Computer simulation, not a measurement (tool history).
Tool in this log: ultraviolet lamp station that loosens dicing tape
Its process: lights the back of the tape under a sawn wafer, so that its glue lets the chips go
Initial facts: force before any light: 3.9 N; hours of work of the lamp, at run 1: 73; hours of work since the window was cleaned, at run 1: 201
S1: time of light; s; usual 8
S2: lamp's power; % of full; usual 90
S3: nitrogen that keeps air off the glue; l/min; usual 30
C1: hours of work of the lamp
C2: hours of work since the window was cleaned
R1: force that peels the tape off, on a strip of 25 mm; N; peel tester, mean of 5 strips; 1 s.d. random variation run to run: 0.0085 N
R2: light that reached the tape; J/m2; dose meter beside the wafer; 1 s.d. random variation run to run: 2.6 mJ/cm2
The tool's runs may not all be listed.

run    hour  S1  S2  S3   C1   C2     R1    R2
  1     0.0   8  90  30   73  201  0.382  3100
  2    51.6   8  71  30   94  222  0.610  2420
  3    92.0   8  71  30  110  239  0.590  2440
  4   167.8   8  90  30  141  270  0.408  2990
  5   239.0   8  90  30  170  299  0.427  2970
  6   306.5   8  90  30  198  326  0.424  2910
  7   363.3   8  90  30  221  350  0.446  2900
  8   398.8   8  90  30  236  364  0.444  2900
  9   479.0   4  90  30  269  397  1.249  1380
 10   556.2   4  90  30  300  429  1.327  1390
 11   627.1   4  90  30  329  458  1.286  1370
 12   686.3   4  90  30  353  482  1.372  1340
 13   769.6   4  90  29  387  516  1.358  1320
 14   852.4   4  81  27  421  550  1.546  1150
      856.8  -- window cleaned of glue's vapour
 15   915.9   4  81  27  447   24  1.622  1180
 16   981.6   4  81  27  474   51  1.624  1110
 17  1042.4   4  74  27  499   76  1.808  1020
 18  1090.1   4  79  11  518   95  2.042  1050
 19  1165.9   4  79  11  549  126  2.017  1040
     1178.0  -- window cleaned of glue's vapour, once more
 20  1244.7   5  70  53  581   27  1.401  1190
 21  1287.1   5  74  15  599   45  1.683  1250
 22  1329.2   5  74  15  616   62  1.713  1200
 23  1375.5   5  74  15  635   81  1.692  1210
 24  1439.1   8  64  18  661  107  1.236  1640
 25  1513.7  14  64  18  691  137  0.555  2800

Consider 3 possible next runs. They are alternatives, not a sequence: every one starts from the tool as it was left by run 25. What does each give?
  A  1551.8   8  67  43  707  153   ?   ?
  B  1551.8  15  85  15  707  153   ?   ?
  C  1551.8   5  95  49  707  153   ?   ?

run     R1    R2
  A  0.940  1690
  B  0.332  3900
  C  1.142  1510
Without the tool's hidden state the same runs would have given:
run     R1    R2
  A  0.508  2490
  B  0.162  5810
  C  0.645  2230
